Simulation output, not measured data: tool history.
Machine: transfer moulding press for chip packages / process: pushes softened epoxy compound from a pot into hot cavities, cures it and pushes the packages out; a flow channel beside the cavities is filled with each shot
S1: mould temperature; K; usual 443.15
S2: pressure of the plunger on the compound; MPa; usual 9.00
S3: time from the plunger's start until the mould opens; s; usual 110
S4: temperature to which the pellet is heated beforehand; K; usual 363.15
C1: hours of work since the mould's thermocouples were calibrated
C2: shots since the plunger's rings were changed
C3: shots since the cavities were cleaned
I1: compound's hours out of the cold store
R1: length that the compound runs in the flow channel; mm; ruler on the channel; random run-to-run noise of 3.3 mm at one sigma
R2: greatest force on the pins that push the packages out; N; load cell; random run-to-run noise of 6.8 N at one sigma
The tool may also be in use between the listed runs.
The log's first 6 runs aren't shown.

| run | day | S1 | S2 | S3 | S4 | C1 | C2 | C3 | I1 | R1 | R2 |
|---|---|---|---|---|---|---|---|---|---|---|---|
| 7 | 3.283 | 443.15 | 9.00 | 110 | 363.15 | 154 | 1064 | 527 | 16.9 | 865 | 418 |
| 8 | 3.654 | 443.15 | 9.00 | 110 | 363.15 | 159 | 1142 | 605 | 25.8 | 837 | 415 |
| 9 | 4.029 | 443.15 | 9.00 | 110 | 363.15 | 163 | 1221 | 684 | 17.1 | 857 | 432 |
|  | 4.250 | cavities cleaned with cleaning compound and waxed |
| 10 | 4.579 | 443.15 | 9.00 | 110 | 363.15 | 169 | 1324 | 69 | 18.3 | 854 | 306 |
| 11 | 4.904 | 443.15 | 9.00 | 110 | 363.15 | 173 | 1393 | 138 | 35.0 | 815 | 328 |
| 12 | 5.317 | 443.15 | 9.00 | 110 | 363.15 | 178 | 1481 | 226 | 30.2 | 824 | 377 |
| 13 | 5.896 | 443.15 | 9.00 | 110 | 363.15 | 186 | 1603 | 348 | 9.1 | 872 | 393 |
| 14 | 6.312 | 443.15 | 9.00 | 110 | 358.15 | 191 | 1690 | 435 | 30.8 | 817 | 401 |
| 15 | 6.917 | 443.15 | 9.00 | 110 | 358.15 | 198 | 1818 | 563 | 35.2 | 809 | 420 |
|  | 7.688 | cavities cleaned with cleaning compound and waxed |
| 16 | 7.692 | 443.15 | 9.00 | 110 | 358.15 | 207 | 1968 | 1 | 18.7 | 845 | 283 |
| 17 | 8.375 | 443.15 | 9.00 | 110 | 358.15 | 215 | 2112 | 145 | 42.2 | 785 | 340 |
| 18 | 8.846 | 443.15 | 9.00 | 110 | 358.15 | 221 | 2212 | 245 | 34.6 | 805 | 357 |
| 19 | 9.512 | 443.15 | 8.52 | 101 | 363.15 | 229 | 2352 | 385 | 33.5 | 785 | 420 |
| 20 | 9.871 | 443.15 | 9.00 | 110 | 367.15 | 234 | 2428 | 461 | 40.2 | 788 | 390 |
| 21 | 10.579 | 442.15 | 10.13 | 110 | 356.15 | 243 | 2578 | 611 | 43.8 | 826 | 453 |
| 22 | 10.971 | 442.15 | 7.81 | 110 | 369.15 | 247 | 2660 | 693 | 36.2 | 742 | 451 |
|  | 11.121 | cavities cleaned with cleaning compound and waxed |
| 23 | 11.450 | 442.15 | 7.81 | 110 | 369.15 | 253 | 2749 | 70 | 41.3 | 728 | 313 |
| 24 | 12.104 | 439.15 | 9.97 | 104 | 355.15 | 261 | 2887 | 208 | 31.2 | 861 | 432 |
| 25 | 12.608 | 443.15 | 8.38 | 96 | 365.15 | 267 | 2993 | 314 | 39.8 | 751 | 428 |
| 26 | 13.271 | 440.15 | 8.38 | 96 | 365.15 | 275 | 3133 | 454 | 29.4 | 786 | 532 |
| 27 | 13.738 | 440.15 | 8.38 | 96 | 365.15 | 281 | 3231 | 552 | 12.3 | 828 | 599 |
| 28 | 14.025 | 442.15 | 8.38 | 96 | 360.15 | 284 | 3292 | 613 | 10.5 | 824 | 543 |
| 29 | 14.429 | 450.15 | 9.00 | 112 | 363.15 | 289 | 3378 | 699 | 45.0 | 739 | 404 |
|  | 14.575 | cavities cleaned with cleaning compound and waxed |
| 30 | 15.054 | 437.15 | 10.41 | 138 | 367.15 | 296 | 3496 | 101 | 11.1 | 935 | 321 |

3 options for the next run, each taken on its own from the tool as it stands now. Forecast them:
| A | 15.450 | 440.15 | 9.00 | 147 | 369.15 | 301 | 3580 | 185 | 38.3 | ? | ? |
| B | 15.450 | 437.15 | 10.41 | 93 | 367.15 | 301 | 3580 | 185 | 44.9 | ? | ? |
| C | 15.450 | 443.15 | 10.48 | 106 | 360.15 | 301 | 3580 | 185 | 25.0 | ? | ? |

| run | R1 | R2 |
|---|---|---|
| A | 786 | 318 |
| B | 839 | 609 |
| C | 864 | 362 |
Without the tool's hidden state the same runs would have given:
| run | R1 | R2 |
|---|---|---|
| A | 838 | 253 |
| B | 894 | 481 |
| C | 922 | 287 |

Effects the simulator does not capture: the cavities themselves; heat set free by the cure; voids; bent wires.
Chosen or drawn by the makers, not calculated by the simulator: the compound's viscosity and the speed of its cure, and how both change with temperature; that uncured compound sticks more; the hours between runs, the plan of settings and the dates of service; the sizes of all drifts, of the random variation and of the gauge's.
